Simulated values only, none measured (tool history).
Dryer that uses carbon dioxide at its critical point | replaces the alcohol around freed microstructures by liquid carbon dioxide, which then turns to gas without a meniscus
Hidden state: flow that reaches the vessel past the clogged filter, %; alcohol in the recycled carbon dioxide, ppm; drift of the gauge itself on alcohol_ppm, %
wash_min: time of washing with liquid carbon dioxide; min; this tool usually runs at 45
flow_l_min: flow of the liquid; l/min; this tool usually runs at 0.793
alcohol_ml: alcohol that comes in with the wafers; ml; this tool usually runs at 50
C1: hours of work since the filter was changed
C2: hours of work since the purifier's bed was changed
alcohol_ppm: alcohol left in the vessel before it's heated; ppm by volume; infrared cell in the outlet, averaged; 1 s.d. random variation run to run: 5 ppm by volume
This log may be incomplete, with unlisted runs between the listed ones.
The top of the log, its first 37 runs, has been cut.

{"run": 38, "hour": 593.0, "wash_min": 37, "flow_l_min": 0.793, "alcohol_ml": 39, "C1": 286, "C2": 802, "alcohol_ppm": 168}
{"run": 39, "hour": 612.0, "wash_min": 37, "flow_l_min": 0.793, "alcohol_ml": 39, "C1": 299, "C2": 815, "alcohol_ppm": 166}
{"run": 40, "hour": 633.1, "wash_min": 46, "flow_l_min": 1.248, "alcohol_ml": 27, "C1": 314, "C2": 829, "alcohol_ppm": 84}
{"run": 41, "hour": 652.4, "wash_min": 46, "flow_l_min": 1.305, "alcohol_ml": 46, "C1": 327, "C2": 843, "alcohol_ppm": 81}
{"run": 42, "hour": 674.7, "wash_min": 46, "flow_l_min": 1.305, "alcohol_ml": 46, "C1": 342, "C2": 858, "alcohol_ppm": 90}
{"run": 43, "hour": 683.8, "wash_min": 46, "flow_l_min": 1.165, "alcohol_ml": 20, "C1": 348, "C2": 864, "alcohol_ppm": 86}
{"hour": 698.4, "done": "purifier's bed changed"}
{"run": 44, "hour": 706.4, "wash_min": 60, "flow_l_min": 0.771, "alcohol_ml": 56, "C1": 362, "C2": 5, "alcohol_ppm": 28}
{"run": 45, "hour": 723.9, "wash_min": 60, "flow_l_min": 0.771, "alcohol_ml": 56, "C1": 374, "C2": 17, "alcohol_ppm": 32}

Alternative continuations, all from the tool just after run 45; predict every row:
{"run": "A", "hour": 735.0, "wash_min": 60, "flow_l_min": 0.771, "alcohol_ml": 56, "C1": 381, "C2": 25, "alcohol_ppm": "?"}
{"run": "B", "hour": 735.0, "wash_min": 36, "flow_l_min": 0.793, "alcohol_ml": 45, "C1": 381, "C2": 25, "alcohol_ppm": "?"}
{"run": "C", "hour": 735.0, "wash_min": 55, "flow_l_min": 0.793, "alcohol_ml": 26, "C1": 381, "C2": 25, "alcohol_ppm": "?"}
{"run": "D", "hour": 735.0, "wash_min": 44, "flow_l_min": 0.74, "alcohol_ml": 75, "C1": 381, "C2": 25, "alcohol_ppm": "?"}

run=A alcohol_ppm=22
run=B alcohol_ppm=139
run=C alcohol_ppm=11
run=D alcohol_ppm=132
With the hidden condition removed and each run's random variation left untouched, the same runs would have given:
run=A alcohol_ppm=11
run=B alcohol_ppm=59
run=C alcohol_ppm=3
run=D alcohol_ppm=53
